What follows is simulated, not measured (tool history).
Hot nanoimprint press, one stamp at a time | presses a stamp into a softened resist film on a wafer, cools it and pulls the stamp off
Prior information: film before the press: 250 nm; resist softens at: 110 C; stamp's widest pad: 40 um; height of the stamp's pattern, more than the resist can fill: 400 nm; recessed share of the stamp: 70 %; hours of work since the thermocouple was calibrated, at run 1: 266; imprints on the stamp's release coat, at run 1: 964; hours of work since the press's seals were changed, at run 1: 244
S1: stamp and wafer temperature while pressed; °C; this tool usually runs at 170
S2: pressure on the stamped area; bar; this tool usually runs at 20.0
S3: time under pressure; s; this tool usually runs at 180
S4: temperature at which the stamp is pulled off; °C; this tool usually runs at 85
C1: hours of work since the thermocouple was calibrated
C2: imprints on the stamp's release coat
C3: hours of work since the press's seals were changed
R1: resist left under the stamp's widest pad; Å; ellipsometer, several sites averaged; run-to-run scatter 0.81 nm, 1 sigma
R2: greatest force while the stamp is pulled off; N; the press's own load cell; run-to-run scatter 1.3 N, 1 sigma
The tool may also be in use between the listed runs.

Run 1, hour 0.0: usual settings; C1 266; C2 964; C3 244. Result: R1 1149 Å, R2 101 N.
Run 2, hour 13.8: usual settings; C1 276; C2 1006; C3 253. Result: R1 1144 Å, R2 100 N.
Run 3, hour 38.5: usual settings; C1 292; C2 1081; C3 269. Result: R1 1166 Å, R2 103 N.
Run 4, hour 57.5: usual settings; C1 305; C2 1139; C3 282. Result: R1 1154 Å, R2 102 N.
Run 5, hour 77.2: usual settings but S4 76 °C; C1 318; C2 1198; C3 295. Result: R1 1163 Å, R2 118 N.
Run 6, hour 103.9: usual settings but S4 76 °C; C1 336; C2 1279; C3 313. Result: R1 1179 Å, R2 116 N.
At hour 113.2: plate thermocouple calibrated.
Run 7, hour 134.9: usual settings but S1 164 °C; C1 14; C2 1364; C3 331. Result: R1 1702 Å, R2 106 N.
Run 8, hour 151.8: usual settings but S1 164 °C; C1 26; C2 1416; C3 343. Result: R1 1701 Å, R2 112 N.
Run 9, hour 164.3: usual settings but S1 164 °C; C1 34; C2 1454; C3 351. Result: R1 1719 Å, R2 106 N.
Run 10, hour 185.8: usual settings; C1 48; C2 1519; C3 365. Result: R1 1239 Å, R2 105 N.
Run 11, hour 212.7: usual settings but S3 341 s; C1 66; C2 1601; C3 383. Result: R1 969 Å, R2 111 N.
Run 12, hour 228.8: usual settings but S3 341 s; C1 77; C2 1650; C3 394. Result: R1 970 Å, R2 109 N.
At hour 254.4: stamp cleaned and given a new release coat.
Run 13, hour 257.4: usual settings; C1 92; C2 10; C3 409. Result: R1 1258 Å, R2 95 N.
Run 14, hour 275.7: usual settings but S1 161 °C; C1 104; C2 65; C3 421. Result: R1 1980 Å, R2 93 N.
Run 15, hour 288.5: usual settings but S1 161 °C, S4 74 °C; C1 113; C2 104; C3 430. Result: R1 1979 Å, R2 109 N.
At hour 298.7: plate thermocouple calibrated, once more.
Run 16, hour 305.3: usual settings but S1 161 °C, S4 74 °C; C1 4; C2 146; C3 439. Result: R1 1811 Å, R2 104 N.
Run 17, hour 326.3: usual settings but S4 86 °C; C1 18; C2 210; C3 453. Result: R1 1100 Å, R2 92 N.
Run 18, hour 350.5: usual settings but S3 149 s, S4 86 °C; C1 35; C2 284; C3 469. Result: R1 1191 Å, R2 93 N.
Run 19, hour 376.6: usual settings but S1 178 °C; C1 52; C2 363; C3 486. Result: R1 665 Å, R2 96 N.
Run 20, hour 401.7: usual settings but S1 178 °C; C1 69; C2 439; C3 503. Result: R1 655 Å, R2 96 N.
Run 21, hour 429.6: usual settings but S1 169 °C, S4 90 °C; C1 87; C2 524; C3 522. Result: R1 1190 Å, R2 92 N.
Run 22, hour 454.5: usual settings but S1 181 °C, S2 15.7 bar, S4 88 °C; C1 104; C2 600; C3 538. Result: R1 609 Å, R2 94 N.
Run 23, hour 477.5: usual settings but S2 26.5 bar; C1 119; C2 670; C3 554. Result: R1 997 Å, R2 101 N.
Run 24, hour 507.2: usual settings but S2 26.5 bar; C1 139; C2 760; C3 573. Result: R1 1008 Å, R2 98 N.
Run 25, hour 522.8: usual settings but S3 202 s, S4 83 °C; C1 149; C2 807; C3 584. Result: R1 1096 Å, R2 102 N.
Run 26, hour 547.8: usual settings but S2 22.0 bar, S3 202 s, S4 83 °C; C1 166; C2 883; C3 601. Result: R1 1041 Å, R2 101 N.
Run 27, hour 562.5: usual settings but S2 22.0 bar, S3 202 s, S4 83 °C; C1 176; C2 928; C3 610. Result: R1 1035 Å, R2 105 N.

The next listed run, before its measurement:
Run 28, hour 583.9: usual settings but S2 22.0 bar, S3 172 s, S4 75 °C; C1 190; C2 993; C3 625. Result: R1 ?, R2 ?.

{"run 28": {"R1": 1113, "R2": 113}}
Take away the tool's hidden state, keep the run-to-run variation as it was, and the same run would have given R1 1035 Å, R2 102 N.
